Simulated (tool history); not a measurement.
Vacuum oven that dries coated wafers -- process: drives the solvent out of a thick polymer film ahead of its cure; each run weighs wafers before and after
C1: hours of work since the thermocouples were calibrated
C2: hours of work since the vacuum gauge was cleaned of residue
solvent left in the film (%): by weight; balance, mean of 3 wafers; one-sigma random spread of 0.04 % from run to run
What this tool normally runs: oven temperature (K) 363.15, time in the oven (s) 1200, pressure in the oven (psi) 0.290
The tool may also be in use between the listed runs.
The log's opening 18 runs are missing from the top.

Run 19, hour 256.8: usual settings; C1 521; C2 938. Result: solvent left in the film (%) 3.40.
Run 20, hour 266.4: usual settings; C1 527; C2 945. Result: solvent left in the film (%) 3.43.
Run 21, hour 282.8: usual settings but oven temperature (K) 377.15; C1 538; C2 956. Result: solvent left in the film (%) 0.74.
Run 22, hour 295.4: usual settings; C1 547; C2 964. Result: solvent left in the film (%) 3.35.
Run 23, hour 316.8: usual settings but pressure in the oven (psi) 0.484; C1 561; C2 979. Result: solvent left in the film (%) 3.81.
Run 24, hour 338.2: usual settings but time in the oven (s) 1140, pressure in the oven (psi) 0.183; C1 576; C2 993. Result: solvent left in the film (%) 3.40.
Run 25, hour 354.8: usual settings but time in the oven (s) 1080; C1 587; C2 1005. Result: solvent left in the film (%) 3.87.
Run 26, hour 369.3: usual settings but time in the oven (s) 840; C1 597; C2 1015. Result: solvent left in the film (%) 4.81.
Run 27, hour 384.6: usual settings but oven temperature (K) 377.15, time in the oven (s) 900, pressure in the oven (psi) 0.309; C1 608; C2 1025. Result: solvent left in the film (%) 1.26.
Run 28, hour 393.4: usual settings but oven temperature (K) 377.15, time in the oven (s) 900, pressure in the oven (psi) 0.309; C1 613; C2 1031. Result: solvent left in the film (%) 1.26.
Run 29, hour 408.3: usual settings but oven temperature (K) 377.15, time in the oven (s) 900, pressure in the oven (psi) 0.370; C1 624; C2 1041. Result: solvent left in the film (%) 1.35.
Run 30, hour 417.3: usual settings but oven temperature (K) 377.15, time in the oven (s) 900, pressure in the oven (psi) 0.526; C1 630; C2 1047. Result: solvent left in the film (%) 1.53.
Run 31, hour 432.5: usual settings but oven temperature (K) 355.15, time in the oven (s) 660, pressure in the oven (psi) 0.395; C1 640; C2 1058. Result: solvent left in the film (%) 8.17.
Run 32, hour 452.6: usual settings but oven temperature (K) 355.15, time in the oven (s) 660, pressure in the oven (psi) 0.280; C1 654; C2 1071. Result: solvent left in the film (%) 8.00.

Run 33 is up next; what results do you expect?
Run 33, hour 472.8: usual settings but oven temperature (K) 355.15, time in the oven (s) 660, pressure in the oven (psi) 0.280; C1 668; C2 1085. Result: solvent left in the film (%) ?.

Run 33 measured solvent left in the film (%) 8.11.
With the hidden condition absent and the run-to-run variation left alone, this run would have shown solvent left in the film (%) 8.11.
